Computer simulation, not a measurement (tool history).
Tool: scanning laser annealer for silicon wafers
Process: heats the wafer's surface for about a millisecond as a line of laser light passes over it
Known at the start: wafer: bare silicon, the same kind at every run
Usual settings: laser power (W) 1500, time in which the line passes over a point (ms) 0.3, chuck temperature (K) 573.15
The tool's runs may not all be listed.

run,hour,laser power (W),time in which the line passes over a point (ms),chuck temperature (K),highest temperature of the surface (K)
1,0,1500,0.3,573.15,1284.15
2,20.7,1500,0.3,573.15,1281.15
3,40.3,1500,0.3,573.15,1281.15
4,59.6,1500,0.3,573.15,1284.15
5,102.5,1500,0.3,605.15,1312.15
6,133.9,1548,0.3,605.15,1337.15
7,168.7,1548,0.3,605.15,1337.15
8,209.9,1548,0.286,605.15,1320.15
9,255,1609,0.286,605.15,1351.15
10,298.4,1559,0.3,573.15,1307.15
11,321.6,1559,0.3,573.15,1309.15
12,347.9,1559,0.3,573.15,1310.15
13,381.8,1559,0.3,573.15,1309.15
14,404.7,1559,0.3,573.15,1306.15
15,443.4,1559,0.3,573.15,1308.15
16,478.4,1559,0.3,573.15,1307.15
# hour 486.2: optics aligned, line set to its width
17,514.8,1559,0.3,561.15,1295.15
18,538.2,1559,0.3,561.15,1292.15
# hour 579.3: optics aligned, line set to its width, once more
19,579.5,1469,0.3,561.15,1243.15
20,614,1500,0.251,566.15,1208.15
21,656.5,1373,0.215,597.15,1134.15
22,680.4,1373,0.215,597.15,1134.15
23,714.4,1373,0.215,597.15,1132.15
24,749.7,1588,0.3,608.15,1354.15
25,783.5,1424,0.377,611.15,1343.15
26,810.4,1424,0.377,611.15,1343.15
27,854.5,1424,0.377,608.15,1340.15
28,880.2,1520,0.213,591.15,1192.15
29,913.7,1520,0.213,591.15,1189.15
30,940.9,1312,0.233,543.15,1066.15
31,964.3,1300,0.233,538.15,1059.15
32,995,1500,0.3,573.15,1271.15
33,1029.2,1596,0.228,569.15,1219.15
34,1059.1,1412,0.286,607.15,1237.15
35,1096.7,1386,0.258,573.15,1160.15
36,1131.2,1500,0.31,557.15,1261.15
37,1164,1489,0.222,557.15,1148.15

Hidden state or all else? Some run-to-run changes of highest temperature of the surface (K), split into what the settings, what came in and random variation would give without the hidden state, and what is left for the hidden state (with any gauge scatter that isn't in both results):
The hidden state here: light that passes the window, % of a clean one's; laser's true power over the reading, %; width of the line over the set one, %; drift of the gauge itself on peak_c, C.
Run 23 -> 24: laser power (W) 1373 -> 1588, time in which the line passes over a point (ms) 0.215 -> 0.3, chuck temperature (K) 597.15 -> 608.15. highest temperature of the surface (K) +222: hidden state -6, all else +228.
Run 27 -> 28: laser power (W) 1424 -> 1520, time in which the line passes over a point (ms) 0.377 -> 0.213, chuck temperature (K) 608.15 -> 591.15. highest temperature of the surface (K) -148: hidden state +4, all else -152.
Run 31 -> 32: laser power (W) 1300 -> 1500, time in which the line passes over a point (ms) 0.233 -> 0.3, chuck temperature (K) 538.15 -> 573.15. highest temperature of the surface (K) +212: hidden state -6, all else +218.
Run 35 -> 36: laser power (W) 1386 -> 1500, time in which the line passes over a point (ms) 0.258 -> 0.31, chuck temperature (K) 573.15 -> 557.15. highest temperature of the surface (K) +101: hidden state -6, all else +107.
